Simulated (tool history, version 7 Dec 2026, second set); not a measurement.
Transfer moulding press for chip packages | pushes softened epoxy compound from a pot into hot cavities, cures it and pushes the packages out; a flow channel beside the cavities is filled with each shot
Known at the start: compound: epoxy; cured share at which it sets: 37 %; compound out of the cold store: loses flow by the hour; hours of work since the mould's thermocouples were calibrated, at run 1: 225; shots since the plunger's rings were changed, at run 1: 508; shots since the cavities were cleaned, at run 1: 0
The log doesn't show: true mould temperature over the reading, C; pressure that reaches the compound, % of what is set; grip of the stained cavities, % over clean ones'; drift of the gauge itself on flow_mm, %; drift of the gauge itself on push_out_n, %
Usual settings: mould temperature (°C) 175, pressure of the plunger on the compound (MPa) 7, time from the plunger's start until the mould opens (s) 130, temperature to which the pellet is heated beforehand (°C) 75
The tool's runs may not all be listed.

run,hour,mould temperature (°C),pressure of the plunger on the compound (MPa),time from the plunger's start until the mould opens (s),temperature to which the pellet is heated beforehand (°C),hours of work since the mould's thermocouples were calibrated,shots since the plunger's rings were changed,shots since the cavities were cleaned,incoming compound's hours out of the cold store,length that the compound runs in the flow channel (mm),greatest force on the pins that push the packages out (N)
1,0,175,7,130,75,225,508,0,40.1,512,249
2,36.1,182,7,130,75,252,900,392,38.9,502,350
# hour 66.3: cavities cleaned with cleaning compound and waxed
3,115,182,7,130,75,309,1738,527,11.2,536,448
# hour 132.6: cavities cleaned with cleaning compound and waxed
# hour 162.6: mould's thermocouples calibrated
4,193.4,182,7,130,75,23,2551,638,41.8,488,389
# hour 204.2: cavities cleaned with cleaning compound and waxed
5,239.3,178,7,130,75,56,3032,380,13.5,527,354
# hour 252.8: plunger's sealing rings changed
# hour 267.8: cavities cleaned with cleaning compound and waxed, once more
6,319.6,178,7,130,75,112,708,562,29.2,527,388
# hour 334.3: cavities cleaned with cleaning compound and waxed
7,393.5,178,7,130,75,166,1493,641,12.2,547,406
# hour 402.2: cavities cleaned with cleaning compound and waxed
8,450,175,7,130,75,206,2090,519,23.4,528,421
# hour 470.9: cavities cleaned with cleaning compound and waxed
9,499.4,175,7,130,81,242,2609,309,36.8,505,344
# hour 538.3: cavities cleaned with cleaning compound and waxed
# hour 555.8: plunger's sealing rings changed
10,577.8,175,7,130,81,297,238,401,14.2,557,373
# hour 608.1: cavities cleaned with cleaning compound and waxed
# hour 641.1: mould's thermocouples calibrated
11,649.1,179,7,130,75,6,973,422,37.7,508,349
# hour 676.8: cavities cleaned with cleaning compound and waxed
12,688,175,7,130,75,34,1379,121,21.2,537,320
# hour 743.1: cavities cleaned with cleaning compound and waxed
13,762.4,175,7,130,75,88,2170,210,18.5,533,323
# hour 814.1: cavities cleaned with cleaning compound and waxed
14,825.6,175,7,130,75,133,2839,125,20,526,303
# hour 858.4: plunger's sealing rings changed
# hour 884.7: cavities cleaned with cleaning compound and waxed
15,889.6,175,7,130,75,178,323,54,30,533,281
16,947.3,182,6.16,130,78,220,948,679,11.7,507,393
# hour 955.2: cavities cleaned with cleaning compound and waxed
17,1004.5,175,7,130,75,261,1552,535,28.6,518,412
# hour 1027: cavities cleaned with cleaning compound and waxed
18,1068,175,7,136,66,307,2225,445,11.6,546,399
# hour 1096.1: cavities cleaned with cleaning compound and waxed
# hour 1117.3: mould's thermocouples calibrated
19,1126,175,8.13,170,77,6,2816,303,20.5,566,330
# hour 1165.2: plunger's sealing rings changed
# hour 1166.7: cavities cleaned with cleaning compound and waxed
20,1192.1,175,7,130,80,52,276,276,20.9,542,359
# hour 1238.1: cavities cleaned with cleaning compound and waxed
21,1267.6,175,7,130,80,107,1079,320,13.6,561,370
22,1300,178,5.45,130,75,131,1430,671,24.5,468,382
# hour 1307.1: cavities cleaned with cleaning compound and waxed
# hour 1375: cavities cleaned with cleaning compound and waxed
23,1377.3,175,8.13,130,68,186,2236,25,19,577,256
24,1409,167,8.07,130,68,210,2579,368,9.2,603,598
# hour 1442.2: cavities cleaned with cleaning compound and waxed
25,1455.2,175,6.41,130,81,243,3064,140,27.9,492,290
# hour 1467.4: plunger's sealing rings changed
# hour 1512.9: cavities cleaned with cleaning compound and waxed
26,1521.8,175,6.41,130,81,289,573,96,37.6,496,288

Measured less the same run without the tool's hidden state. The same run-to-run variation is in both; the gauge's scatter may not be:
run,length that the compound runs in the flow channel (mm),greatest force on the pins that push the packages out (N)
1,-5,+0
2,-9,+124
3,-15,+219
4,-19,+158
5,-24,+117
6,-6,+157
7,-12,+164
8,-15,+156
9,-19,+107
10,-4,+126
11,-8,+122
12,-11,+54
13,-17,+79
14,-22,+51
15,-5,+24
16,-9,+164
17,-14,+158
18,-21,+140
19,-24,+96
20,-2,+100
21,-8,+114
22,-9,+159
23,-18,+8
24,-22,+196
25,-21,+46
26,-4,+38
